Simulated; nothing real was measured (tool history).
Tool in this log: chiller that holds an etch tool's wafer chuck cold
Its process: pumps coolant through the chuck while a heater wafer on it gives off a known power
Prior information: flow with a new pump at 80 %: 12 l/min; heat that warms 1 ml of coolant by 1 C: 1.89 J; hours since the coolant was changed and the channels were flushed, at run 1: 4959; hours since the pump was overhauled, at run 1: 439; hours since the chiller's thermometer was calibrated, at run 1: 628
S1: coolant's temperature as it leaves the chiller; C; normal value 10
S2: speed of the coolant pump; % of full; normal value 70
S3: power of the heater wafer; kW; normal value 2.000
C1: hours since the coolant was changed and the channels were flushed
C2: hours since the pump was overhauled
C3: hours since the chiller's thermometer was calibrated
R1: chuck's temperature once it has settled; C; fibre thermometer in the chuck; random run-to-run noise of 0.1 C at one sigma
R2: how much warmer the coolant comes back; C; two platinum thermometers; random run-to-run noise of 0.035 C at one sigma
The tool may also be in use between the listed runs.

{"run": 1, "hour": 0.0, "S1": 10, "S2": 70, "S3": 2.0, "C1": 4959, "C2": 439, "C3": 628, "R1": 32.6, "R2": 6.22}
{"run": 2, "hour": 49.2, "S1": 10, "S2": 70, "S3": 2.0, "C1": 5009, "C2": 488, "C3": 677, "R1": 32.6, "R2": 6.25}
{"run": 3, "hour": 100.0, "S1": 10, "S2": 70, "S3": 2.0, "C1": 5059, "C2": 539, "C3": 728, "R1": 32.3, "R2": 6.13}
{"run": 4, "hour": 183.7, "S1": 10, "S2": 70, "S3": 2.0, "C1": 5143, "C2": 622, "C3": 811, "R1": 32.4, "R2": 6.18}
{"run": 5, "hour": 254.9, "S1": 10, "S2": 70, "S3": 2.0, "C1": 5214, "C2": 693, "C3": 883, "R1": 32.7, "R2": 6.22}
{"run": 6, "hour": 329.1, "S1": 10, "S2": 70, "S3": 2.0, "C1": 5288, "C2": 768, "C3": 957, "R1": 32.6, "R2": 6.17}
{"run": 7, "hour": 425.3, "S1": 10, "S2": 70, "S3": 2.0, "C1": 5385, "C2": 864, "C3": 1053, "R1": 32.8, "R2": 6.24}
{"run": 8, "hour": 505.3, "S1": 10, "S2": 81, "S3": 2.0, "C1": 5465, "C2": 944, "C3": 1133, "R1": 30.2, "R2": 5.31}
{"run": 9, "hour": 600.0, "S1": 10, "S2": 81, "S3": 2.0, "C1": 5559, "C2": 1039, "C3": 1228, "R1": 30.3, "R2": 5.35}
{"run": 10, "hour": 664.2, "S1": 10, "S2": 81, "S3": 2.0, "C1": 5624, "C2": 1103, "C3": 1292, "R1": 30.3, "R2": 5.33}
{"run": 11, "hour": 760.4, "S1": 10, "S2": 81, "S3": 2.0, "C1": 5720, "C2": 1199, "C3": 1388, "R1": 30.3, "R2": 5.32}
{"run": 12, "hour": 818.1, "S1": 10, "S2": 98, "S3": 2.0, "C1": 5777, "C2": 1257, "C3": 1446, "R1": 27.4, "R2": 4.28}
{"run": 13, "hour": 898.2, "S1": 10, "S2": 98, "S3": 2.0, "C1": 5857, "C2": 1337, "C3": 1526, "R1": 27.6, "R2": 4.37}
{"hour": 961.1, "done": "coolant changed, channels flushed"}
{"run": 14, "hour": 976.3, "S1": 17, "S2": 98, "S3": 2.099, "C1": 15, "C2": 1409, "C3": 1598, "R1": 33.7, "R2": 4.47}
{"run": 15, "hour": 1050.8, "S1": 9, "S2": 70, "S3": 2.248, "C1": 90, "C2": 1483, "C3": 1673, "R1": 32.5, "R2": 6.96}
{"run": 16, "hour": 1152.0, "S1": 9, "S2": 70, "S3": 2.248, "C1": 191, "C2": 1585, "C3": 1774, "R1": 32.7, "R2": 6.98}
{"run": 17, "hour": 1253.5, "S1": 4, "S2": 95, "S3": 2.248, "C1": 292, "C2": 1686, "C3": 1875, "R1": 22.7, "R2": 4.99}
{"run": 18, "hour": 1333.2, "S1": 4, "S2": 95, "S3": 2.248, "C1": 372, "C2": 1766, "C3": 1955, "R1": 22.6, "R2": 5.09}
{"run": 19, "hour": 1422.5, "S1": 4, "S2": 95, "S3": 2.248, "C1": 461, "C2": 1855, "C3": 2044, "R1": 22.7, "R2": 5.02}
{"run": 20, "hour": 1480.4, "S1": 4, "S2": 95, "S3": 2.248, "C1": 519, "C2": 1913, "C3": 2102, "R1": 22.8, "R2": 5.1}
{"run": 21, "hour": 1566.1, "S1": 4, "S2": 95, "S3": 2.248, "C1": 605, "C2": 1999, "C3": 2188, "R1": 22.6, "R2": 5.05}

Each row is a separate what-if for the run after 21, all from the same tool condition, not one after another. Results?
{"run": "A", "hour": 1661.1, "S1": 15, "S2": 94, "S3": 1.277, "C1": 700, "C2": 2094, "C3": 2283, "R1": "?", "R2": "?"}
{"run": "B", "hour": 1661.1, "S1": 10, "S2": 87, "S3": 2.045, "C1": 700, "C2": 2094, "C3": 2283, "R1": "?", "R2": "?"}
{"run": "C", "hour": 1661.1, "S1": 20, "S2": 79, "S3": 1.092, "C1": 700, "C2": 2094, "C3": 2283, "R1": "?", "R2": "?"}
{"run": "D", "hour": 1661.1, "S1": 18, "S2": 64, "S3": 2.187, "C1": 700, "C2": 2094, "C3": 2283, "R1": "?", "R2": "?"}

run=A R1=25.5 R2=2.91
run=B R1=28.3 R2=5.03
run=C R1=30.5 R2=2.97
run=D R1=43.0 R2=7.62
With no hidden state in the tool, these same runs would have given:
run=A R1=25.4 R2=2.84
run=B R1=27.9 R2=4.90
run=C R1=30.4 R2=2.89
run=D R1=42.4 R2=7.43
